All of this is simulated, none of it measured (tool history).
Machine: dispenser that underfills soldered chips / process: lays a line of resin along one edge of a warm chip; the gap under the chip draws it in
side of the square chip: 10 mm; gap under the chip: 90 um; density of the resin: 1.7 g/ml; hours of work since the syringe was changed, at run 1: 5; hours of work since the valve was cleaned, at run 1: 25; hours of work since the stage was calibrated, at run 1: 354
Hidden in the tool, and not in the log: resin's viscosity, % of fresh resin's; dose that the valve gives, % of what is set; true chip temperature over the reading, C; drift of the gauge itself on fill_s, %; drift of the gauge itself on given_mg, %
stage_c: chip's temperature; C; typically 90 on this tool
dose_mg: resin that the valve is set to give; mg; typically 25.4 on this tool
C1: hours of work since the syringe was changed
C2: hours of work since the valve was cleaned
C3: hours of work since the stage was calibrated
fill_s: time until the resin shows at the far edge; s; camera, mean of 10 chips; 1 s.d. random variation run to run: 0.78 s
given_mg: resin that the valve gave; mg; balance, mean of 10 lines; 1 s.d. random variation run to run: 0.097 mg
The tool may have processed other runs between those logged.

run 1 hour=0 | stage_c=90 dose_mg=25.4 | C1=5 C2=25 C3=354 | fill_s=119.1 given_mg=25.18
run 2 hour=5.6 | stage_c=90 dose_mg=25.4 | C1=9 C2=29 C3=358 | fill_s=172.2 given_mg=24.91
-- hour=9.7 new syringe of resin
run 3 hour=13.8 | stage_c=90 dose_mg=25.4 | C1=3 C2=35 C3=364 | fill_s=101.5 given_mg=25.1
-- hour=24.5 dispensing valve cleaned and set on the balance
run 4 hour=25.2 | stage_c=90 dose_mg=25.4 | C1=11 C2=1 C3=372 | fill_s=208.6 given_mg=25.4
-- hour=27.3 new syringe of resin
run 5 hour=34.4 | stage_c=90 dose_mg=25.4 | C1=5 C2=7 C3=378 | fill_s=123.7 given_mg=25.25
run 6 hour=41.9 | stage_c=90 dose_mg=25.4 | C1=11 C2=13 C3=384 | fill_s=209 given_mg=25.42
-- hour=44 new syringe of resin
run 7 hour=50.8 | stage_c=90 dose_mg=25.4 | C1=5 C2=19 C3=390 | fill_s=121.1 given_mg=25.35
-- hour=60.7 new syringe of resin
run 8 hour=63 | stage_c=90 dose_mg=25.4 | C1=2 C2=28 C3=399 | fill_s=90.2 given_mg=24.9
run 9 hour=75.3 | stage_c=90 dose_mg=25.4 | C1=11 C2=37 C3=408 | fill_s=207.8 given_mg=25.19
-- hour=76.8 new syringe of resin
-- hour=83.8 dispensing valve cleaned and set on the balance
run 10 hour=83.8 | stage_c=90 dose_mg=25.4 | C1=5 C2=0 C3=414 | fill_s=113.6 given_mg=25.54
run 11 hour=91.5 | stage_c=90 dose_mg=25.4 | C1=10 C2=6 C3=419 | fill_s=191.7 given_mg=25.32
-- hour=93.9 new syringe of resin
run 12 hour=103.2 | stage_c=90 dose_mg=25.4 | C1=7 C2=14 C3=428 | fill_s=147.4 given_mg=25.29
-- hour=110.4 new syringe of resin
run 13 hour=111.1 | stage_c=90 dose_mg=31.4 | C1=1 C2=20 C3=434 | fill_s=80.2 given_mg=31.03
run 14 hour=121.6 | stage_c=90 dose_mg=31.4 | C1=8 C2=28 C3=441 | fill_s=162 given_mg=30.94
-- hour=126.9 new syringe of resin
run 15 hour=134.6 | stage_c=89 dose_mg=31.8 | C1=6 C2=37 C3=451 | fill_s=133.4 given_mg=31.37
-- hour=142.9 dispensing valve cleaned and set on the balance
-- hour=144.8 new syringe of resin
run 16 hour=146.2 | stage_c=78 dose_mg=25.4 | C1=1 C2=2 C3=459 | fill_s=138.8 given_mg=25.3
run 17 hour=151.9 | stage_c=83 dose_mg=22.5 | C1=5 C2=6 C3=463 | fill_s=170.3 given_mg=22.41
-- hour=161.1 new syringe of resin
run 18 hour=161.6 | stage_c=77 dose_mg=25.4 | C1=0 C2=13 C3=470 | fill_s=133.4 given_mg=25.14
run 19 hour=166.8 | stage_c=77 dose_mg=25.4 | C1=4 C2=17 C3=474 | fill_s=190.4 given_mg=25.3
-- hour=177.4 new syringe of resin
run 20 hour=177.4 | stage_c=77 dose_mg=25.4 | C1=0 C2=25 C3=481 | fill_s=131.5 given_mg=25.05
run 21 hour=188.5 | stage_c=100 dose_mg=25.4 | C1=8 C2=33 C3=490 | fill_s=111.9 given_mg=25.18
-- hour=193.6 new syringe of resin
run 22 hour=200.1 | stage_c=78 dose_mg=22.8 | C1=5 C2=42 C3=498 | fill_s=204.9 given_mg=22.4

The next listed run, before its measurement:
-- hour=202.3 dispensing valve cleaned and set on the balance
run 23 hour=210.2 | stage_c=78 dose_mg=22.8 | C1=12 C2=6 C3=505 | fill_s=? given_mg=?

fill_s: 364.2 s
given_mg: 22.84 mg
Were there no unlogged condition in the tool, this run, its random variation unchanged, would have produced fill_s 117.2 s, given_mg 22.87 mg.
